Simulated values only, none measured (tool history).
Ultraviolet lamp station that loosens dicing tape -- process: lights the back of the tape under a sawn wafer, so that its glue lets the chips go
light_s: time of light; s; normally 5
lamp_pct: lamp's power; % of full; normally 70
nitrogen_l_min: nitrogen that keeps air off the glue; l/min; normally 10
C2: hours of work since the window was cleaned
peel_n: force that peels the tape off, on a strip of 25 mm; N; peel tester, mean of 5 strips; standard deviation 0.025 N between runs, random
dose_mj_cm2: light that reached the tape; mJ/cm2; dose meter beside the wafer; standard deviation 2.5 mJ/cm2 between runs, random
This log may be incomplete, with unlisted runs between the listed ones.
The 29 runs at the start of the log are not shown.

Run 30, day 66.683: usual settings but light_s 6 s, lamp_pct 99 % of full, nitrogen_l_min 16 l/min; hours of work of the lamp 1643; C2 32. Result: peel_n 0.715 N, dose_mj_cm2 338 mJ/cm2.
Run 31, day 69.900: usual settings but light_s 2 s, lamp_pct 100 % of full, nitrogen_l_min 5 l/min; hours of work of the lamp 1677; C2 67. Result: peel_n 5.865 N, dose_mj_cm2 110 mJ/cm2.
Run 32, day 73.075: usual settings but lamp_pct 71 % of full, nitrogen_l_min 9 l/min; hours of work of the lamp 1711; C2 100. Result: peel_n 2.787 N, dose_mj_cm2 198 mJ/cm2.
Run 33, day 76.179: usual settings but light_s 9 s, lamp_pct 71 % of full, nitrogen_l_min 11 l/min; hours of work of the lamp 1743; C2 133. Result: peel_n 0.869 N, dose_mj_cm2 347 mJ/cm2.
Run 34, day 78.683: usual settings but light_s 9 s, lamp_pct 71 % of full, nitrogen_l_min 11 l/min; hours of work of the lamp 1770; C2 159. Result: peel_n 0.916 N, dose_mj_cm2 339 mJ/cm2.
At day 80.154: lamp changed.
Run 35, day 80.683: usual settings but light_s 3 s, lamp_pct 92 % of full, nitrogen_l_min 9 l/min; hours of work of the lamp 6; C2 180. Result: peel_n 2.194 N, dose_mj_cm2 221 mJ/cm2.
Run 36, day 82.929: usual settings but light_s 3 s, lamp_pct 92 % of full, nitrogen_l_min 9 l/min; hours of work of the lamp 29; C2 204. Result: peel_n 2.345 N, dose_mj_cm2 224 mJ/cm2.
Run 37, day 85.125: usual settings but light_s 6 s, lamp_pct 65 % of full, nitrogen_l_min 4 l/min; hours of work of the lamp 53; C2 227. Result: peel_n 1.974 N, dose_mj_cm2 311 mJ/cm2.
Run 38, day 86.767: usual settings but light_s 2 s, lamp_pct 65 % of full, nitrogen_l_min 20 l/min; hours of work of the lamp 70; C2 244. Result: peel_n 4.947 N, dose_mj_cm2 102 mJ/cm2.
Run 39, day 89.712: usual settings but light_s 8 s, nitrogen_l_min 4 l/min; hours of work of the lamp 101; C2 276. Result: peel_n 0.981 N, dose_mj_cm2 428 mJ/cm2.
Run 40, day 91.138: usual settings but light_s 8 s, nitrogen_l_min 4 l/min; hours of work of the lamp 116; C2 291. Result: peel_n 1.065 N, dose_mj_cm2 424 mJ/cm2.
Run 41, day 93.921: usual settings but lamp_pct 84 % of full, nitrogen_l_min 4 l/min; hours of work of the lamp 146; C2 320. Result: peel_n 1.845 N, dose_mj_cm2 319 mJ/cm2.
Run 42, day 95.879: usual settings but lamp_pct 84 % of full, nitrogen_l_min 4 l/min; hours of work of the lamp 166; C2 341. Result: peel_n 1.887 N, dose_mj_cm2 312 mJ/cm2.

Each row is a separate what-if for the run after 42, all from the same tool condition, not one after another. Results?
Run A, day 98.829: usual settings but light_s 9 s, lamp_pct 78 % of full; hours of work of the lamp 197; C2 372. Result: peel_n ?, dose_mj_cm2 ?.
Run B, day 98.829: usual settings but lamp_pct 86 % of full, nitrogen_l_min 8 l/min; hours of work of the lamp 197; C2 372. Result: peel_n ?, dose_mj_cm2 ?.
Run C, day 98.829: usual settings but light_s 6 s, lamp_pct 99 % of full; hours of work of the lamp 197; C2 372. Result: peel_n ?, dose_mj_cm2 ?.
Run D, day 98.829: usual settings but lamp_pct 68 % of full, nitrogen_l_min 8 l/min; hours of work of the lamp 197; C2 372. Result: peel_n ?, dose_mj_cm2 ?.

run  peel_n  dose_mj_cm2
  A   0.337          511
  B   1.296          315
  C   0.512          434
  D   2.056          252
Stripped of hidden state, with their random variation kept, the same runs would have yielded:
run  peel_n  dose_mj_cm2
  A   0.226          610
  B   0.872          376
  C   0.325          518
  D   1.480          301

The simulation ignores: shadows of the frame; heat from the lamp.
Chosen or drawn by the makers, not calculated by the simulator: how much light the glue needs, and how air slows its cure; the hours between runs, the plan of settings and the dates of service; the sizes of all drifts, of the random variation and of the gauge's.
